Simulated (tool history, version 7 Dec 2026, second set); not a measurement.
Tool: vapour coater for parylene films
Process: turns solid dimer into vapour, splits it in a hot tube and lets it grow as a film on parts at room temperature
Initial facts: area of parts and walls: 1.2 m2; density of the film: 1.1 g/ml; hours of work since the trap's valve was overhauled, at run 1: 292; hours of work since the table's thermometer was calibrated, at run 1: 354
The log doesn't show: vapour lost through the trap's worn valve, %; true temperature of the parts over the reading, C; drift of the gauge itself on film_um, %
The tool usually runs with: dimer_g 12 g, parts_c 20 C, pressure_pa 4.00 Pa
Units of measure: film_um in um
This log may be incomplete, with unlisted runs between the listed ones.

| run | day | dimer_g | parts_c | pressure_pa | hours of work since the trap's valve was overhauled | hours of work since the table's thermometer was calibrated | film_um |
|---|---|---|---|---|---|---|---|
| 1 | 0.000 | 12 | 20 | 4.00 | 292 | 354 | 5.57 |
| 2 | 0.800 | 12 | 20 | 4.00 | 304 | 366 | 5.51 |
| 3 | 1.300 | 12 | 20 | 4.00 | 311 | 374 | 5.57 |
| 4 | 1.921 | 12 | 20 | 4.00 | 321 | 383 | 5.49 |
| 5 | 2.704 | 12 | 20 | 4.00 | 333 | 395 | 5.52 |
| 6 | 3.075 | 12 | 20 | 4.00 | 338 | 400 | 5.46 |
| 7 | 3.529 | 12 | 20 | 4.00 | 345 | 407 | 5.44 |
| 8 | 4.229 | 12 | 20 | 4.00 | 355 | 418 | 5.48 |
| 9 | 4.754 | 12 | 20 | 4.00 | 363 | 426 | 5.51 |
| 10 | 5.525 | 12 | 20 | 4.00 | 375 | 437 | 5.48 |
| 11 | 5.929 | 12 | 20 | 4.00 | 381 | 443 | 5.42 |
| 12 | 6.275 | 12 | 20 | 4.00 | 386 | 449 | 5.42 |
| 13 | 6.888 | 12 | 20 | 4.00 | 395 | 458 | 5.42 |
| 14 | 7.617 | 12 | 20 | 5.20 | 406 | 469 | 5.17 |
|  | 7.717 | table's thermometer calibrated |
| 15 | 8.258 | 12 | 20 | 5.20 | 415 | 8 | 5.12 |
| 16 | 8.688 | 12 | 20 | 4.00 | 422 | 15 | 5.33 |
| 17 | 9.221 | 6 | 22 | 9.35 | 430 | 23 | 2.16 |
| 18 | 10.008 | 12 | 18 | 4.00 | 442 | 34 | 5.68 |
|  | 10.521 | trap's valve overhauled |
| 19 | 10.742 | 12 | 13 | 4.00 | 3 | 43 | 7.76 |
| 20 | 11.121 | 7 | 21 | 8.18 | 9 | 49 | 3.07 |
| 21 | 11.642 | 7 | 21 | 8.18 | 17 | 56 | 3.08 |
| 22 | 12.025 | 7 | 30 | 4.88 | 23 | 62 | 2.45 |
|  | 12.300 | table's thermometer calibrated, once more |
| 23 | 12.646 | 12 | 20 | 2.52 | 31 | 5 | 6.58 |
| 24 | 13.129 | 20 | 20 | 5.30 | 38 | 12 | 9.64 |
| 25 | 13.692 | 20 | 20 | 5.30 | 47 | 21 | 9.57 |
| 26 | 14.171 | 20 | 20 | 5.30 | 54 | 28 | 9.69 |
| 27 | 14.925 | 20 | 20 | 5.30 | 65 | 39 | 9.57 |
| 28 | 15.417 | 20 | 18 | 5.30 | 73 | 47 | 10.07 |
| 29 | 16.121 | 12 | 20 | 4.36 | 83 | 57 | 5.82 |
| 30 | 16.604 | 11 | 17 | 10.22 | 91 | 65 | 5.21 |
| 31 | 17.392 | 12 | 14 | 4.00 | 102 | 76 | 7.29 |
| 32 | 17.921 | 20 | 20 | 4.00 | 110 | 84 | 9.70 |

Describe how what the log doesn't record of the tool's condition differs between the last listed run preceding each entry between runs and the first listed run following it.
Logged between run 14 and run 15: table's thermometer calibrated (day 7.717)
  vapour lost through the trap's worn valve, %: 11.6 -> 11.9; true temperature of the parts over the reading, C: -0.02 -> -0.04
  measured result minus the result with no hidden state, film_um: -0.67 -> -0.69 um
Logged between run 18 and run 19: trap's valve overhauled (day 10.521)
  vapour lost through the trap's worn valve, %: 12.6 -> 0.3; true temperature of the parts over the reading, C: -0.05 -> -0.06
  measured result minus the result with no hidden state, film_um: -0.80 -> +0.00 um
Logged between run 22 and run 23: table's thermometer calibrated, once more (day 12.300)
  vapour lost through the trap's worn valve, %: 0.8 -> 1; true temperature of the parts over the reading, C: -0.07 -> 0.05
  measured result minus the result with no hidden state, film_um: -0.02 -> -0.08 um

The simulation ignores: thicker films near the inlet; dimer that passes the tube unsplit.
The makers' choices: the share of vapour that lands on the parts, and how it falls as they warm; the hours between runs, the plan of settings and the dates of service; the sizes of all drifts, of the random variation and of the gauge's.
